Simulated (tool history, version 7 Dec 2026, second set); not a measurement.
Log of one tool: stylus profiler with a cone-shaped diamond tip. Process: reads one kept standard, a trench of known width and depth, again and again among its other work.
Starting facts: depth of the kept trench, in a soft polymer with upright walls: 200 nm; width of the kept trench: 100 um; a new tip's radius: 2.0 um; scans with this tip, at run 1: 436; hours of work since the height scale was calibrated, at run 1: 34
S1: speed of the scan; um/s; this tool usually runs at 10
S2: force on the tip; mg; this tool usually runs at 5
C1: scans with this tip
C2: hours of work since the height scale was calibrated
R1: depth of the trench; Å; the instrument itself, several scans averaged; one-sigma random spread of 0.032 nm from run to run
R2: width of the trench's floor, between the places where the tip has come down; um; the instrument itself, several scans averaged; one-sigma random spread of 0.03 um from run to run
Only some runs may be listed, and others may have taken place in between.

run,hour,S1,S2,C1,C2,R1,R2
1,0,10,5,436,34,2042.1,98.2
2,21.3,10,5,575,46,2041.5,98.22
3,35.3,33,5,667,53,2042.1,98.16
4,50.7,10,2.5,768,61,2026.1,98.24
5,68.4,10,2.5,883,70,2026.1,98.22
6,88.5,10,6.09,1015,80,2047.6,98.16
7,99.5,10,6.62,1087,86,2050.4,98.21
8,119.7,10,6.62,1219,96,2050.1,98.23
9,141.6,10,6.62,1362,108,2050.5,98.17
10,156.7,26,9.92,1461,116,2066,98.22
11,171.1,13,3.48,1555,123,2033.2,98.24
12,189.1,13,3.48,1673,132,2032.8,98.21
13,205,23,1.77,1777,141,2020.7,98.16
14,220.2,10,2.53,1876,148,2026.4,98.21
15,236.6,10,2.53,1983,157,2026.7,98.18
16,255.2,26,5.97,2105,167,2047.5,98.22
17,271.2,26,6.37,2210,175,2049.2,98.14
18,285.3,26,6.37,2302,182,2048.8,98.18

Branching from run 18: 3 alternative next runs. What would each branch give?
A,310.3,2,5,2466,195,?,?
B,310.3,5,2.45,2466,195,?,?
C,310.3,3,10.74,2466,195,?,?

run,R1,R2
A,2042,98.2
B,2025.7,98.29
C,2069.3,98.24
The same runs, with their run-to-run variation unchanged, on a tool lacking any hidden condition would have given:
run,R1,R2
A,2042,98.2
B,2025.7,98.29
C,2069.3,98.24
